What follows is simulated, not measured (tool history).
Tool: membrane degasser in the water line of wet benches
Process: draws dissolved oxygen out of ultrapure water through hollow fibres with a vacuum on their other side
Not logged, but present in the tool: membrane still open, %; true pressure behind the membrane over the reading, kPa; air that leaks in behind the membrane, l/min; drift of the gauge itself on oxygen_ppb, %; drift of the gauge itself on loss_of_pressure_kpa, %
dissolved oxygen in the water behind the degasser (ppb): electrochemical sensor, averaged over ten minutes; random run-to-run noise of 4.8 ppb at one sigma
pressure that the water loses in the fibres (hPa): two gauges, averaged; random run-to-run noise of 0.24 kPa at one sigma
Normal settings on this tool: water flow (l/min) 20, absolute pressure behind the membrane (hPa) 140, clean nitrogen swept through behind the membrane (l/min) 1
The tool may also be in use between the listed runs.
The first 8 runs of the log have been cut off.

run,hour,water flow (l/min),absolute pressure behind the membrane (hPa),clean nitrogen swept through behind the membrane (l/min),hours since the membrane was changed,hours since the vacuum gauge was calibrated,hours since the vacuum lines were made tight,dissolved oxygen in the water behind the degasser (ppb),pressure that the water loses in the fibres (hPa)
9,965.4,26,140,1,6101,3226,3780,752.6,808.8
10,1089.8,20,140,1,6225,3351,3905,558.9,625.7
11,1211.6,20,140,1,6347,3472,4026,560.7,624.4
12,1297.5,20,140,1,6433,3558,4112,562.7,624.7
13,1369,20,140,1,6504,3630,4184,561.3,626.7
14,1460.6,20,140,1,6596,3721,4275,560.5,629.9
15,1589.6,20,140,1,6725,3850,4404,555.3,627.9
16,1683.2,20,222,1,6819,3944,4498,866.9,631.5
17,1836.1,20,113,1.81,6971,4097,4651,317,631.7
18,1911.5,18,311,0.77,7047,4172,4726,1287.8,566.3
# hour 2015.7: gauge calibrated
19,2026.5,20,226,0.77,7162,4287,4841,1070.2,614.2
20,2156.3,27,127,1.13,7292,4417,4971,683.6,833.7
21,2306.9,27,127,0.53,7442,4568,5122,1048.3,832.3
22,2473.9,28,241,1,7609,4735,5289,1295.2,866.7
23,2575.7,29,151,1,7711,4836,5391,917.4,895.4
24,2673.8,12,151,1.21,7809,4935,5489,298.8,371.3
25,2789.2,12,151,1.21,7925,5050,5604,294.5,373
26,2909.2,29,116,1.23,8045,5170,5724,661.7,904.7
27,2989.4,21,140,2.54,8125,5250,5804,322.4,654.5
28,3119.8,14,242,0.6,8255,5381,5935,1005,432.1
29,3270.5,20,106,1.27,8406,5531,6085,362.6,626.5
30,3382.6,20,106,1.27,8518,5643,6197,373.4,630.2
31,3533.5,20,106,1.27,8669,5794,6348,363.3,624.7
32,3612.4,19,189,1.27,8748,5873,6427,594.4,596.1

Below are 4 alternative next runs, each starting from the tool's condition after run 32. Predict each:
A,3755.2,27,342,2.54,8891,6016,6570,?,?
B,3755.2,20,292,1,8891,6016,6570,?,?
C,3755.2,13,156,1.27,8891,6016,6570,?,?
D,3755.2,16,140,1,8891,6016,6570,?,?

run,dissolved oxygen in the water behind the degasser (ppb),pressure that the water loses in the fibres (hPa)
A,903.7,846
B,1114.1,628.7
C,315.6,410
D,435.9,501.5
The same runs, with their run-to-run variation unchanged, on a tool lacking any hidden condition would have given:
run,dissolved oxygen in the water behind the degasser (ppb),pressure that the water loses in the fibres (hPa)
A,902.3,824.6
B,1112.8,612.8
C,314.9,399.6
D,434.8,488.8
